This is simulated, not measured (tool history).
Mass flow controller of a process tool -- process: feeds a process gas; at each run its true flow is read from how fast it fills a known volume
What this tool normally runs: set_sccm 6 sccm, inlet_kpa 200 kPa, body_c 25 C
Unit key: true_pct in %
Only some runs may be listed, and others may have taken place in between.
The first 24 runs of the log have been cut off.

run,hour,set_sccm,inlet_kpa,body_c,true_pct
25,1995.8,6,200,30,100.45
26,2046.3,6,141,20,100.01
27,2120.8,6,141,20,100.18
28,2192.2,6,151,25,100.49
29,2265.9,3,208,39,101.25
30,2345.3,3,208,39,101.31
31,2466.2,12,145,29,101.29
32,2536.6,2,260,29,100.71
33,2617.8,6,217,25,100.79
34,2700.7,6,217,25,100.83
35,2804.7,7,182,39,102.16
36,2853.6,7,182,39,102.27
37,2906.0,2,200,20,100.81
38,2958.1,2,200,20,101.00
39,3069.3,4,209,28,101.47
40,3118.2,15,200,25,101.63
41,3203.3,4,200,30,101.91
42,3261.3,6,200,20,101.45
43,3369.8,7,253,32,102.04
44,3468.9,6,200,29,102.25
# hour 3581.6: gauge calibrated
45,3581.6,6,200,29,99.94
46,3683.0,6,200,29,100.14
47,3803.9,2,210,31,100.18
48,3854.6,10,253,21,99.75
49,3943.6,10,142,33,101.02

Branching from run 49: 3 alternative next runs. What would each branch give?
A,4005.3,15,142,33,?
B,4005.3,16,224,34,?
C,4005.3,4,254,28,?

run,true_pct
A,101.17
B,100.97
C,100.25
Without the tool's unlogged condition, the same runs would have read:
run,true_pct
A,100.61
B,100.41
C,99.69

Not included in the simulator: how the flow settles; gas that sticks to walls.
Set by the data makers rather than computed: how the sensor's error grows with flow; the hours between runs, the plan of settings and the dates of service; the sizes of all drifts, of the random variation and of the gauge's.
